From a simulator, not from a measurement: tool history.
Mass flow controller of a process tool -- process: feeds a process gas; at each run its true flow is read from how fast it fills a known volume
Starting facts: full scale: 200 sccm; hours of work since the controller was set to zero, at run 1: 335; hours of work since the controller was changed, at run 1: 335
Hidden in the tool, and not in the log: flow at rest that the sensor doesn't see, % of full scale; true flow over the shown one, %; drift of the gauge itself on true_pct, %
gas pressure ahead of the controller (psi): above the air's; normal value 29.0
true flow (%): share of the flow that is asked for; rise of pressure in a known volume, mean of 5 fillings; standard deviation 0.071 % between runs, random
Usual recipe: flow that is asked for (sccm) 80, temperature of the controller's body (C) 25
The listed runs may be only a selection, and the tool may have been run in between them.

run,day,flow that is asked for (sccm),gas pressure ahead of the controller (psi),temperature of the controller's body (C),hours of work since the controller was set to zero,hours of work since the controller was changed,true flow (%)
1,0.000,80,29.0,25,335,335,99.72
2,5.575,80,29.0,25,400,400,99.68
3,16.162,80,29.0,25,523,523,99.60
4,27.750,80,29.0,25,659,659,99.67
5,33.167,80,29.9,25,722,722,99.59
6,44.533,56,29.0,25,855,855,99.59
7,52.425,39,33.5,25,947,947,99.48
8,57.979,27,37.3,25,1012,1012,99.45
9,69.633,34,37.3,33,1148,1148,99.82
10,81.779,34,37.3,33,1290,1290,99.72
11,91.296,97,24.8,34,1401,1401,99.61
12,103.900,97,36.1,31,1549,1549,99.65

Measured result minus the same run's result without the hidden state. Both carry the same run-to-run variation, though not necessarily the same gauge scatter:
run,true flow (%)
1,+0.00
2,-0.02
3,-0.07
4,-0.12
5,-0.15
6,-0.19
7,-0.23
8,-0.26
9,-0.31
10,-0.36
11,-0.40
12,-0.46
